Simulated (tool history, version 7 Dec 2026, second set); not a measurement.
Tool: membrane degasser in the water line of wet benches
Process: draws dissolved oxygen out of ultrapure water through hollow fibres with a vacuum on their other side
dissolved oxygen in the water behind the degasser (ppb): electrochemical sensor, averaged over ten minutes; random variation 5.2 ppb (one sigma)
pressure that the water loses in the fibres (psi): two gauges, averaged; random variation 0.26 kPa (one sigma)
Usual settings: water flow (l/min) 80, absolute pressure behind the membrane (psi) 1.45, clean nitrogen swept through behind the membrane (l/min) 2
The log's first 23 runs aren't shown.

run,day,water flow (l/min),absolute pressure behind the membrane (psi),clean nitrogen swept through behind the membrane (l/min),hours since the membrane was changed,hours since the vacuum gauge was calibrated,hours since the vacuum lines were made tight,dissolved oxygen in the water behind the degasser (ppb),pressure that the water loses in the fibres (psi)
24,39.412,78,1.46,2,2056,8480,1276,543.2,9.957
25,41.346,78,1.46,2,2102,8526,1322,550,9.922
26,42.975,81,2.13,2,2142,8565,1362,885.9,10.373
27,44.067,107,1.35,1.04,2168,8591,1388,962.8,13.735
28,45.454,61,2.26,1.79,2201,8625,1421,832.6,7.783
29,46.721,80,2.38,0.96,2231,8655,1451,1629.7,10.227
30,49.129,64,1.45,1.85,2289,8713,1509,494,8.242
# day 49.358: vacuum gauge calibrated
31,51.638,110,1.38,1.51,2349,55,1569,756.7,14.047

Forecast each of these 4 alternatives for the next run:
A,53.204,95,1.45,2,2387,92,1607,?,?
B,53.204,110,3.61,1.51,2387,92,1607,?,?
C,53.204,72,1.87,2,2387,92,1607,?,?
D,53.204,110,3.31,1.14,2387,92,1607,?,?

run,dissolved oxygen in the water behind the degasser (ppb),pressure that the water loses in the fibres (psi)
A,595.9,12.186
B,2207.6,14.089
C,673.7,9.237
D,2361.1,13.998
Without the tool's hidden state the same runs would have given:
run,dissolved oxygen in the water behind the degasser (ppb),pressure that the water loses in the fibres (psi)
A,598.8,12.021
B,2211.1,13.899
C,676.1,9.113
D,2366.6,13.808

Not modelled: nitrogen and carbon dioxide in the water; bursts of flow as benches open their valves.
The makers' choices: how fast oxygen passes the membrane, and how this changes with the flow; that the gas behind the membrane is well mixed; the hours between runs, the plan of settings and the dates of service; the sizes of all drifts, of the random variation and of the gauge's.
